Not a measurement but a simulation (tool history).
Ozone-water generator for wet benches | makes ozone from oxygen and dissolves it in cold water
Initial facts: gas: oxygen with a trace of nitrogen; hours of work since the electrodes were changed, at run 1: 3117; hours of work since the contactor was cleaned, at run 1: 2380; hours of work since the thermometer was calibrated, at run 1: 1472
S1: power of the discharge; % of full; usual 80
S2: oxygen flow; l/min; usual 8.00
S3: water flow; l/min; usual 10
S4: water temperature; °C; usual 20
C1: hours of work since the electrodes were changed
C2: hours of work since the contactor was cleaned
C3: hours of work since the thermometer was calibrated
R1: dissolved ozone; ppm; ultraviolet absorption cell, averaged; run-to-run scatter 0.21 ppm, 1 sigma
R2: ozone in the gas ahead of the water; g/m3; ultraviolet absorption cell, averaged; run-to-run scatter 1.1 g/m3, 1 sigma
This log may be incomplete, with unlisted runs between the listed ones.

run,hour,S1,S2,S3,S4,C1,C2,C3,R1,R2
1,0.0,80,8.00,10,20,3117,2380,1472,26.2,178.9
2,90.0,80,8.00,10,20,3196,2458,1550,26.7,180.3
3,150.7,80,11.76,10,20,3249,2511,1603,24.5,151.0
4,225.5,80,11.76,10,20,3314,2577,1669,24.2,151.7
5,281.7,80,11.76,10,20,3363,2626,1718,24.6,151.2
6,322.7,80,11.76,10,20,3399,2662,1753,24.5,150.5
7,403.0,80,8.00,10,24,3469,2732,1824,23.6,175.7
8,465.1,80,8.00,10,24,3524,2786,1878,23.4,176.6
9,525.7,80,8.00,10,27,3576,2839,1931,21.5,176.0
10,564.4,80,8.00,10,27,3610,2873,1964,21.7,175.7
11,617.9,80,8.00,10,27,3657,2919,2011,21.9,175.1
12,690.5,80,4.78,10,27,3720,2983,2075,23.4,213.2
13,783.0,80,10.35,11,27,3801,3063,2155,19.5,156.6
14,872.8,80,6.05,11,15,3879,3142,2234,27.2,195.2
15,958.8,80,6.05,11,15,3955,3217,2309,27.0,193.8
# hour 969.5: contactor cleaned
16,1038.3,80,6.05,11,15,4020,60,2375,26.9,193.8
17,1085.8,80,10.89,10,20,4062,102,2416,23.4,152.4
18,1175.6,80,10.89,10,20,4140,180,2495,23.4,151.1
19,1256.4,42,8.00,9,20,4211,251,2565,15.7,101.9
20,1339.4,42,8.00,9,20,4283,323,2637,15.4,102.7
21,1404.0,42,8.00,9,20,4340,379,2694,15.6,102.1
# hour 1442.2: contactor cleaned, once more
22,1466.8,59,8.00,10,20,4391,21,2745,19.9,135.0

What if the next run were any one of these 5? Each begins from the tool's condition after run 22:
A,1561.7,80,8.00,9,17,4474,104,2828,?,?
B,1561.7,52,10.43,10,21,4474,104,2828,?,?
C,1561.7,85,5.40,8,20,4474,104,2828,?,?
D,1561.7,69,9.98,10,20,4474,104,2828,?,?
E,1561.7,41,8.00,10,20,4474,104,2828,?,?

run,R1,R2
A,28.7,169.0
B,17.0,108.8
C,31.7,209.0
D,21.4,137.0
E,14.7,98.7
Take away the tool's hidden state, keep each run's random variation, and the runs would have read:
run,R1,R2
A,34.6,201.0
B,19.3,122.2
C,38.4,250.4
D,25.3,159.7
E,16.2,107.4
